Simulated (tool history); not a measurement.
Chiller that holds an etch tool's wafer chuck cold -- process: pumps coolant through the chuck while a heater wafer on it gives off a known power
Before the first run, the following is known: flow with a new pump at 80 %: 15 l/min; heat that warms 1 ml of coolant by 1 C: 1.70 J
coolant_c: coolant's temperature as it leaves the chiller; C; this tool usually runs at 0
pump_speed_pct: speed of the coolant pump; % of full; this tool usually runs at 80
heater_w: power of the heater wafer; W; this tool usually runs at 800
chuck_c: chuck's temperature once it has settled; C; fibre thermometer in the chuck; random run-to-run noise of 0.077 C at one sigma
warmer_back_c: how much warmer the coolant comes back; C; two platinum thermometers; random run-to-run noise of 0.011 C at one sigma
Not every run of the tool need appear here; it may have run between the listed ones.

run   hour  coolant_c  pump_speed_pct  heater_w  chuck_c  warmer_back_c
  1      0          0              80       800      7.4           1.89
  2   31.7          0              80       800      7.3            1.9
  3   70.6         -2              80       800     5.36           1.89
  4   97.5         -2              80       800     5.41           1.92
  5  121.8          0              80       526     4.89           1.24
  6    142          0              80       526     4.73           1.25
  7  168.8          0              80       800      7.3           1.92
  8  206.1          0              80       478     4.47           1.15
  9  233.4          0              80       478     4.26           1.13
 10  270.4          0              80       478     4.38           1.13
 11  294.1          0              80       478      4.4           1.14
 12  332.1          0              80       478     4.42           1.14
 13  359.6          0              80       800     7.36           1.89
 14  399.1          0              80       931     8.55           2.19
 15  415.5          0              80       800     7.34           1.89
 16  449.1          0              80       800     7.45           1.91
 17  468.9          3              80       696     9.42           1.66
 18  494.8          5              92       615    10.15           1.25
 19  528.5          5              92       615    10.29           1.26
 20  566.5          8              80       600    13.48           1.43
 21  601.2          2              79       561     7.09           1.36
 22  624.4          2              92       867     9.37           1.76
 23  652.5          4              92       620     9.18           1.27
 24  681.8          4              92       620     9.27           1.27
 25  701.1          4              92       620      9.3           1.27
 26  723.8          4              92       620     9.28           1.28
 27  750.4         -7              70       436    -2.62           1.21
 28  770.7         -7              70       436    -2.81           1.21
 29  798.2          0              80       500     4.54           1.21
 30    832          5              83       462     9.15           1.05
 31  854.6          0              80       626     5.84           1.49

For some of the steps in chuck_c from one run to the next: how much would appear even if the tool had no hidden state, given the settings, what came in and random variation, and how much remains for the hidden state plus any gauge scatter that the measured result and the result without hidden state don't share?
The hidden state here: heat passed by the chuck's channels, % of clean ones'; flow at a given pump speed, % of a new pump's; coolant's true temperature over the reading, C; drift of the gauge itself on chuck_c, C; drift of the gauge itself on warmer_back_c, C.
Run 7 -> 8: heater_w 800 -> 478. chuck_c -2.83 C: hidden state -0.28, all else -2.55.
Run 12 -> 13: heater_w 478 -> 800. chuck_c +2.94 C: hidden state +0.31, all else +2.63.
Run 20 -> 21: coolant_c 8 -> 2, pump_speed_pct 80 -> 79, heater_w 600 -> 561. chuck_c -6.39 C: hidden state -0.04, all else -6.35.
Run 21 -> 22: pump_speed_pct 79 -> 92, heater_w 561 -> 867. chuck_c +2.28 C: hidden state +0.26, all else +2.02.
Run 26 -> 27: coolant_c 4 -> -7, pump_speed_pct 92 -> 70, heater_w 620 -> 436. chuck_c -11.9 C: hidden state -0.12, all else -11.78.
Run 28 -> 29: coolant_c -7 -> 0, pump_speed_pct 70 -> 80, heater_w 436 -> 500. chuck_c +7.35 C: hidden state +0.03, all else +7.32.

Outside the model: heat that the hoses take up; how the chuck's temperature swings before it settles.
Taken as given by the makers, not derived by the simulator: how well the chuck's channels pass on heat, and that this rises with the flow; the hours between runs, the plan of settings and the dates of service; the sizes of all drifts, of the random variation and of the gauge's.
